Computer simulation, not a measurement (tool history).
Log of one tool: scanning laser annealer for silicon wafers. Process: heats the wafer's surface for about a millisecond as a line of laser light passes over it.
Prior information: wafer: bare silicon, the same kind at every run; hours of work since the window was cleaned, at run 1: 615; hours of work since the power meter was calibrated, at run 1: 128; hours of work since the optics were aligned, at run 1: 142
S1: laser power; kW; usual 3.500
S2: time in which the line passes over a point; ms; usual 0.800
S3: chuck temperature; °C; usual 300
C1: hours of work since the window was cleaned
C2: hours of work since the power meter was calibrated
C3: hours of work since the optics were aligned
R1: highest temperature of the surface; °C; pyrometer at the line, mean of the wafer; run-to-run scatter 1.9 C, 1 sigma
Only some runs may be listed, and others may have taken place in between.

{"run": 1, "day": 0.0, "S1": 3.5, "S2": 0.8, "S3": 300, "C1": 615, "C2": 128, "C3": 142, "R1": 1100}
{"run": 2, "day": 0.412, "S1": 3.5, "S2": 0.8, "S3": 300, "C1": 622, "C2": 136, "C3": 149, "R1": 1100}
{"run": 3, "day": 0.717, "S1": 3.5, "S2": 0.874, "S3": 300, "C1": 628, "C2": 142, "C3": 155, "R1": 1130}
{"run": 4, "day": 1.175, "S1": 3.5, "S2": 0.561, "S3": 300, "C1": 636, "C2": 150, "C3": 163, "R1": 989}
{"run": 5, "day": 1.567, "S1": 3.5, "S2": 0.8, "S3": 336, "C1": 643, "C2": 157, "C3": 171, "R1": 1133}
{"run": 6, "day": 2.088, "S1": 3.5, "S2": 0.8, "S3": 336, "C1": 653, "C2": 167, "C3": 180, "R1": 1135}
{"run": 7, "day": 2.392, "S1": 3.5, "S2": 0.8, "S3": 300, "C1": 659, "C2": 172, "C3": 186, "R1": 1098}
{"run": 8, "day": 2.821, "S1": 3.5, "S2": 0.8, "S3": 300, "C1": 666, "C2": 180, "C3": 194, "R1": 1100}
{"run": 9, "day": 3.075, "S1": 3.5, "S2": 0.8, "S3": 300, "C1": 671, "C2": 185, "C3": 198, "R1": 1100}
{"run": 10, "day": 3.329, "S1": 3.5, "S2": 0.8, "S3": 300, "C1": 676, "C2": 190, "C3": 203, "R1": 1099}
{"run": 11, "day": 3.658, "S1": 3.5, "S2": 0.8, "S3": 300, "C1": 682, "C2": 196, "C3": 209, "R1": 1099}
{"run": 12, "day": 3.933, "S1": 3.5, "S2": 0.8, "S3": 300, "C1": 687, "C2": 201, "C3": 214, "R1": 1099}
{"run": 13, "day": 4.462, "S1": 3.5, "S2": 0.8, "S3": 300, "C1": 697, "C2": 210, "C3": 224, "R1": 1096}
{"run": 14, "day": 4.779, "S1": 3.5, "S2": 0.8, "S3": 300, "C1": 702, "C2": 216, "C3": 230, "R1": 1098}
{"run": 15, "day": 5.096, "S1": 3.286, "S2": 0.8, "S3": 300, "C1": 708, "C2": 222, "C3": 235, "R1": 1045}
{"run": 16, "day": 5.438, "S1": 3.758, "S2": 0.893, "S3": 262, "C1": 714, "C2": 228, "C3": 242, "R1": 1159}
{"run": 17, "day": 5.825, "S1": 3.758, "S2": 0.893, "S3": 262, "C1": 722, "C2": 235, "C3": 249, "R1": 1158}
{"run": 18, "day": 6.346, "S1": 3.638, "S2": 0.741, "S3": 277, "C1": 731, "C2": 245, "C3": 258, "R1": 1077}
{"run": 19, "day": 6.821, "S1": 3.089, "S2": 0.716, "S3": 302, "C1": 740, "C2": 254, "C3": 267, "R1": 969}
{"run": 20, "day": 7.242, "S1": 3.704, "S2": 0.8, "S3": 299, "C1": 748, "C2": 261, "C3": 275, "R1": 1141}
{"run": 21, "day": 7.629, "S1": 3.704, "S2": 0.8, "S3": 299, "C1": 755, "C2": 268, "C3": 282, "R1": 1142}
{"run": 22, "day": 8.012, "S1": 3.095, "S2": 0.878, "S3": 280, "C1": 762, "C2": 275, "C3": 289, "R1": 1010}
{"run": 23, "day": 8.392, "S1": 3.43, "S2": 0.565, "S3": 261, "C1": 769, "C2": 282, "C3": 296, "R1": 932}
{"run": 24, "day": 8.771, "S1": 3.112, "S2": 0.724, "S3": 336, "C1": 776, "C2": 289, "C3": 303, "R1": 1013}
{"run": 25, "day": 9.062, "S1": 3.683, "S2": 0.724, "S3": 309, "C1": 781, "C2": 295, "C3": 308, "R1": 1108}

Run 26 comes next. What will it give?
{"run": 26, "day": 9.525, "S1": 3.826, "S2": 0.959, "S3": 323, "C1": 789, "C2": 303, "C3": 317, "R1": "?"}

R1: 1261 °C
Without the tool's hidden state the same run would have given R1 1299 °C.
